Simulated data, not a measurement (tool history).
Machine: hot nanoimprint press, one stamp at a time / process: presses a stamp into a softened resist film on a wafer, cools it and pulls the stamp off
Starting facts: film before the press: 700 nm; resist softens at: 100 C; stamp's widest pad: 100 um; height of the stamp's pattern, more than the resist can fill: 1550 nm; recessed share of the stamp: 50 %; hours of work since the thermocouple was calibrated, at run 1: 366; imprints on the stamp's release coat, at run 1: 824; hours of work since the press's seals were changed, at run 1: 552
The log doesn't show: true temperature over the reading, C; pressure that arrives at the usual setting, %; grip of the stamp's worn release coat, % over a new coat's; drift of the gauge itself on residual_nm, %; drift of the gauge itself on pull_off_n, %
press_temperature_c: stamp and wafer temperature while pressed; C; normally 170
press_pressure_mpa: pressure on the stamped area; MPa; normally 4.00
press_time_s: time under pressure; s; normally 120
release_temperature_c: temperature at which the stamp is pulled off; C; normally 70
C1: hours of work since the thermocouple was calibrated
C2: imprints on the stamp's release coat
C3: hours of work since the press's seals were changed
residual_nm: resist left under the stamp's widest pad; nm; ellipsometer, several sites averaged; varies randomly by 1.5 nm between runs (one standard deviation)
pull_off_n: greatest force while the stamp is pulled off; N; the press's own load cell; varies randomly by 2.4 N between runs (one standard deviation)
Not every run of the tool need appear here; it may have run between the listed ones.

{"run": 1, "hour": 0.0, "press_temperature_c": 170, "press_pressure_mpa": 4.0, "press_time_s": 120, "release_temperature_c": 70, "C1": 366, "C2": 824, "C3": 552, "residual_nm": 324.4, "pull_off_n": 160}
{"run": 2, "hour": 19.9, "press_temperature_c": 170, "press_pressure_mpa": 4.0, "press_time_s": 120, "release_temperature_c": 76, "C1": 381, "C2": 869, "C3": 566, "residual_nm": 328.4, "pull_off_n": 153}
{"hour": 42.7, "done": "plate thermocouple calibrated"}
{"run": 3, "hour": 47.5, "press_temperature_c": 170, "press_pressure_mpa": 4.0, "press_time_s": 120, "release_temperature_c": 76, "C1": 3, "C2": 925, "C3": 584, "residual_nm": 303.2, "pull_off_n": 156}
{"run": 4, "hour": 62.1, "press_temperature_c": 170, "press_pressure_mpa": 4.0, "press_time_s": 120, "release_temperature_c": 76, "C1": 14, "C2": 958, "C3": 594, "residual_nm": 304.0, "pull_off_n": 157}
{"run": 5, "hour": 84.9, "press_temperature_c": 170, "press_pressure_mpa": 4.0, "press_time_s": 120, "release_temperature_c": 76, "C1": 30, "C2": 1010, "C3": 610, "residual_nm": 305.5, "pull_off_n": 161}
{"run": 6, "hour": 107.9, "press_temperature_c": 170, "press_pressure_mpa": 4.25, "press_time_s": 120, "release_temperature_c": 70, "C1": 46, "C2": 1062, "C3": 627, "residual_nm": 298.9, "pull_off_n": 170}
{"hour": 141.4, "done": "press's hydraulic seals changed and the load cell set to zero"}
{"run": 7, "hour": 144.4, "press_temperature_c": 170, "press_pressure_mpa": 4.25, "press_time_s": 120, "release_temperature_c": 70, "C1": 67, "C2": 1127, "C3": 2, "residual_nm": 289.5, "pull_off_n": 168}
{"run": 8, "hour": 170.3, "press_temperature_c": 159, "press_pressure_mpa": 4.0, "press_time_s": 120, "release_temperature_c": 70, "C1": 85, "C2": 1186, "C3": 21, "residual_nm": 518.1, "pull_off_n": 171}
{"run": 9, "hour": 185.3, "press_temperature_c": 170, "press_pressure_mpa": 4.2, "press_time_s": 82, "release_temperature_c": 74, "C1": 96, "C2": 1220, "C3": 31, "residual_nm": 340.7, "pull_off_n": 170}
{"run": 10, "hour": 203.7, "press_temperature_c": 180, "press_pressure_mpa": 5.24, "press_time_s": 114, "release_temperature_c": 58, "C1": 109, "C2": 1262, "C3": 44, "residual_nm": 154.0, "pull_off_n": 188}

Run 11 has not been measured yet. What should we expect?
{"run": 11, "hour": 229.6, "press_temperature_c": 180, "press_pressure_mpa": 5.24, "press_time_s": 114, "release_temperature_c": 58, "C1": 127, "C2": 1321, "C3": 63, "residual_nm": "?", "pull_off_n": "?"}

{"run 11": {"residual_nm": 155.1, "pull_off_n": 201}}
Had the tool carried no hidden state, the very same run would have given residual_nm 152.0 nm, pull_off_n 157 N.
